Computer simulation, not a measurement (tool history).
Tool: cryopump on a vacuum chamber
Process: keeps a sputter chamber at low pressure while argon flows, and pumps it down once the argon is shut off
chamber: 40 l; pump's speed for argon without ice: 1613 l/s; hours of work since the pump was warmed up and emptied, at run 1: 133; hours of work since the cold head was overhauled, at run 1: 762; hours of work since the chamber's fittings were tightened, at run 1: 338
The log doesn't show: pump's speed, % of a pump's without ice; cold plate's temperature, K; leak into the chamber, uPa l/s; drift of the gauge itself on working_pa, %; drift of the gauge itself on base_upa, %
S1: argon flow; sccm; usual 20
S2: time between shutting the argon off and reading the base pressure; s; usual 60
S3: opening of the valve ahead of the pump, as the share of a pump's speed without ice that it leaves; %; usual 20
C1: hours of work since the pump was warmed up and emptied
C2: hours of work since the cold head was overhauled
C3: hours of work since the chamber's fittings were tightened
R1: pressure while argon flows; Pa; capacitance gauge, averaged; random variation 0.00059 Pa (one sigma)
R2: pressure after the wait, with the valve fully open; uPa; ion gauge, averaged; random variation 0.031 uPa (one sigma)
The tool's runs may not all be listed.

run   hour  S1   S2  S3   C1    C2   C3      R1    R2
  1      0  20   60  20  133   762  338  0.1052  1.65
  2   31.7  20   60  25  151   780  356  0.0848  1.63
  3   60.2  20   60  25  166   796  372  0.0856  1.59
  4   92.3  20   60  25  185   814  390  0.0851  1.69
  5  128.6  20   60  25  205   835  410  0.0859  1.63
  6  157.9  20   60  20  221   851  427  0.1068  1.74
  7  177.1  20   60  20  232   862  437  0.1061  1.68
  8  213.5  20   60  23  253   882  458   0.093  1.71
  9  242.2  20   60  23  269   898  474  0.0935  1.67
 10  277.8  20   60  23  289   918  494  0.0936  1.66
 11  307.1  20   60  23  305   935  510  0.0944  1.68
 12  334.4  12  216  17  320   950  526  0.0755   0.7
 13  358.4  12  216  17  334   963  539  0.0761  0.73
 14  390.5  16   60  25  352   981  557  0.0703   1.7
 15  427.5  17   22  57  373  1002  578  0.0349  4.09
 16  456.5  17   53  57  389  1018  594  0.0339   1.9
 17  491.1  17   53  57  408  1038  614  0.0343  1.86
 18  515.6  20  128  47  422  1052  627  0.0477     1
 19  532.1  13  128  44  431  1061  637  0.0338  1.01
 20  554.5  18   76  20  444  1074  649  0.0974  1.42
 21  581.4  19  178  60  459  1089  664  0.0369  0.85
 22  618.2  36  211  17  480  1109  685  0.2284  0.77

Forecast each of these 5 alternatives for the next run:
  A  653.3  17   21  15  499  1129  705   ?   ?
  B  653.3  20   60  20  499  1129  705   ?   ?
  C  653.3  20   60  15  499  1129  705   ?   ?
  D  653.3  15  211  17  499  1129  705   ?   ?
  E  653.3  20   48  26  499  1129  705   ?   ?

run      R1    R2
  A  0.1223  4.29
  B  0.1099   1.7
  C  0.1441  1.72
  D  0.0952  0.75
  E  0.0845  2.16
Without the tool's hidden state the same runs would have given:
run      R1    R2
  A  0.1185  4.08
  B  0.1055   1.5
  C  0.1396  1.52
  D  0.0919  0.54
  E  0.0801  1.95
